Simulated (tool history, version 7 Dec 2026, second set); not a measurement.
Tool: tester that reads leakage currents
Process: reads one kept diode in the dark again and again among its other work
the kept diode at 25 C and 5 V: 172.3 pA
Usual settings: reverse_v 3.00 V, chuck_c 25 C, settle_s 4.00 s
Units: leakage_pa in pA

| run | hour | reverse_v | chuck_c | settle_s | leakage_pa |
|---|---|---|---|---|---|
| 1 | 0.0 | 3.00 | 25 | 4.00 | 133.75 |
|  | 38.1 | chuck's temperature calibrated |
| 2 | 87.1 | 3.00 | 25 | 4.00 | 133.36 |
| 3 | 132.0 | 3.00 | 25 | 4.00 | 133.87 |
| 4 | 185.8 | 1.45 | 25 | 4.00 | 92.61 |
| 5 | 228.4 | 1.45 | 25 | 4.00 | 92.78 |
| 6 | 285.5 | 1.45 | 25 | 4.00 | 92.77 |
| 7 | 345.9 | 1.45 | 25 | 4.00 | 93.02 |
| 8 | 440.7 | 1.45 | 25 | 4.00 | 92.71 |
| 9 | 540.8 | 3.00 | 25 | 4.00 | 134.55 |
| 10 | 622.2 | 3.00 | 25 | 4.00 | 133.89 |
| 11 | 723.7 | 7.66 | 25 | 4.65 | 214.00 |
| 12 | 772.2 | 7.66 | 25 | 4.65 | 213.91 |
| 13 | 827.1 | 7.66 | 21 | 4.65 | 156.65 |
| 14 | 882.2 | 12.53 | 40 | 5.36 | 821.89 |
| 15 | 959.1 | 10.20 | 41 | 5.36 | 797.31 |
| 16 | 1005.1 | 1.79 | 56 | 5.36 | 894.02 |
| 17 | 1060.7 | 1.50 | 38 | 4.00 | 247.48 |
| 18 | 1115.7 | 1.78 | 41 | 9.04 | 332.04 |
| 19 | 1214.7 | 1.78 | 41 | 9.04 | 332.96 |
| 20 | 1270.1 | 5.95 | 25 | 4.00 | 188.72 |

Forecast each of these 4 alternatives for the next run:
| A | 1316.2 | 3.00 | 25 | 0.77 | ? |
| B | 1316.2 | 14.76 | 25 | 4.00 | ? |
| C | 1316.2 | 3.12 | 25 | 4.00 | ? |
| D | 1316.2 | 5.95 | 25 | 2.76 | ? |

| run | leakage_pa |
|---|---|
| A | 134.58 |
| B | 297.19 |
| C | 136.51 |
| D | 188.51 |
Without the tool's hidden state the same runs would have given:
| run | leakage_pa |
|---|---|
| A | 134.41 |
| B | 296.75 |
| C | 136.35 |
| D | 188.26 |
